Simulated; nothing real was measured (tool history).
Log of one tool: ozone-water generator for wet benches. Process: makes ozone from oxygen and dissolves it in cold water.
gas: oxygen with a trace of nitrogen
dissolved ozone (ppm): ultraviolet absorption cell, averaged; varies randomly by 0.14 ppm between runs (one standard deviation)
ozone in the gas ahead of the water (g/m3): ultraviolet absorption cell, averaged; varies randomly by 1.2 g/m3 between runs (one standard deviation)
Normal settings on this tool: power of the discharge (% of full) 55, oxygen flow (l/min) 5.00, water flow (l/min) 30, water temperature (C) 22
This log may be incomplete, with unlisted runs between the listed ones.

run    hour  power of the discharge (% of full)  oxygen flow (l/min)  water flow (l/min)  water temperature (C)  dissolved ozone (ppm)  ozone in the gas ahead of the water (g/m3)
  1     0.0                                  55                 5.00                  30                     22                   16.0                                       219.1
  2   119.8                                  55                 5.00                  30                     22                   16.0                                       219.5
  3   194.1                                  55                 5.00                  30                     22                   16.1                                       220.1
  4   280.3                                  55                 5.00                  30                     22                   16.0                                       219.0
  5   403.4                                  55                 5.00                  30                     22                   16.2                                       219.2
  6   463.6                                  55                 5.00                  30                     22                   16.1                                       220.2
  7   560.9                                  55                 5.00                  30                     22                   16.1                                       221.0
  8   685.0                                  55                 5.00                  30                     22                   16.1                                       220.3
  9   811.1                                  55                 5.00                  30                     22                   16.0                                       219.1
 10   947.6                                  55                 5.00                  30                     22                   16.0                                       222.9
 11  1086.1                                  55                 5.00                  30                     22                   16.2                                       222.4
 12  1213.1                                  55                 5.00                  30                     22                   16.2                                       223.2
 13  1277.6                                  55                 5.00                  30                     22                   16.1                                       222.0
 14  1356.9                                  55                 5.00                  28                     22                   17.1                                       219.2
 15  1450.6                                  55                 5.00                  28                     22                   17.3                                       221.3
 16  1562.9                                  55                 5.00                  28                     22                   17.1                                       221.4
     1656.4  -- contactor cleaned
 17  1678.0                                  55                 2.99                  28                     25                   15.2                                       285.3
 18  1740.9                                  72                 5.00                  30                     22                   19.0                                       266.1
 19  1858.3                                  72                 5.00                  30                     22                   19.4                                       263.7
 20  1937.7                                  47                 4.10                  19                     18                   21.9                                       222.4
 21  2066.8                                  55                 8.47                  38                     22                   13.8                                       169.6
 22  2146.4                                  75                 5.00                  30                     22                   19.7                                       274.5
 23  2240.3                                  75                 5.00                  30                     22                   19.8                                       274.4
 24  2365.1                                  47                 8.39                  26                     25                   15.8                                       155.7
 25  2506.5                                  47                 8.39                  26                     25                   15.9                                       152.9
 26  2644.8                                  47                 8.39                  26                     25                   15.5                                       153.9
 27  2710.5                                  55                 5.00                  35                     22                   14.0                                       221.3
     2781.6  -- water thermometer calibrated
 28  2849.2                                  55                 5.00                  40                     22                   12.4                                       220.1
 29  2916.0                                  55                 5.00                  40                     22                   12.4                                       222.4
 30  3015.8                                  55                 5.00                  40                     22                   12.1                                       220.8
 31  3099.1                                  55                 5.00                  48                     16                   10.6                                       221.3
 32  3237.2                                  62                 8.70                  25                     14                   23.8                                       181.8

Each row is a separate what-if for the run after 32, all from the same tool condition, not one after another. Results?
  A  3315.2                                  62                 2.58                  43                     25                      ?                                           ?
  B  3315.2                                  62                 8.70                  37                     14                      ?                                           ?
  C  3315.2                                  55                 5.00                  27                     16                      ?                                           ?
  D  3315.2                                  56                 8.70                  41                     28                      ?                                           ?

run  dissolved ozone (ppm)  ozone in the gas ahead of the water (g/m3)
  A                   10.1                                       332.2
  B                   17.0                                       181.2
  C                   19.0                                       220.5
  D                   12.2                                       170.5
Take away the tool's hidden state, keep each run's random variation, and the runs would have read:
run  dissolved ozone (ppm)  ozone in the gas ahead of the water (g/m3)
  A                   10.1                                       332.4
  B                   17.0                                       181.3
  C                   19.0                                       220.6
  D                   12.2                                       170.5

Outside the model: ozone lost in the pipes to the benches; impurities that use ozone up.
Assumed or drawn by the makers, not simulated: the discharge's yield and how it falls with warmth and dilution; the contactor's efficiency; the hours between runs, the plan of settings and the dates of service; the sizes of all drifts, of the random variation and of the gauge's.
